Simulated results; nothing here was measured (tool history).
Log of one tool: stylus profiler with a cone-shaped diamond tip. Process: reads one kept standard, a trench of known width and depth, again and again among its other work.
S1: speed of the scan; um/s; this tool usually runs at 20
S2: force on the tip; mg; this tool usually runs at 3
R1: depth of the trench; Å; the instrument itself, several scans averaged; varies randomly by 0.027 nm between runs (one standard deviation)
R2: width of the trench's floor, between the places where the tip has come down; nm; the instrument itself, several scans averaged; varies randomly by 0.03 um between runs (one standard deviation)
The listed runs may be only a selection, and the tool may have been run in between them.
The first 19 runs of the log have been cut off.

run   hour  S1    S2      R1     R2
 20  286.5  41  5.48  1022.4  97900
 21  298.2  41  5.48  1022.5  97870
 22  317.8  41  5.48  1022.8  97890
 23  336.1  15  6.83  1026.1  97960
 24  345.1  39     3  1014.8  97830
 25  354.9  69  1.27  1008.2  97610
 26  373.5  61  2.45  1013.2  97750
 27  387.3   8  5.03    1022  97970
 28  407.7   6   3.3  1016.5  97980
 29  423.3  45  3.11  1015.7  97870
 30  440.6  11  5.14  1022.2  97960
 31  454.1   6     5  1021.2  97990
 32  465.4   6     5  1020.8  97970

Below are 4 alternative next runs, each starting from the tool's condition after run 32. Predict each:
  A  474.9   6  1.57   ?   ?
  B  474.9  14  1.19   ?   ?
  C  474.9  47     3   ?   ?
  D  474.9   7  1.03   ?   ?

run      R1     R2
  A  1009.6  97970
  B  1007.6  97940
  C  1014.9  97840
  D  1007.1  97960
With the hidden condition removed and each run's random variation left untouched, the same runs would have given:
run      R1     R2
  A  1009.7  97980
  B  1007.6  97940
  C  1014.9  97850
  D  1007.1  97960
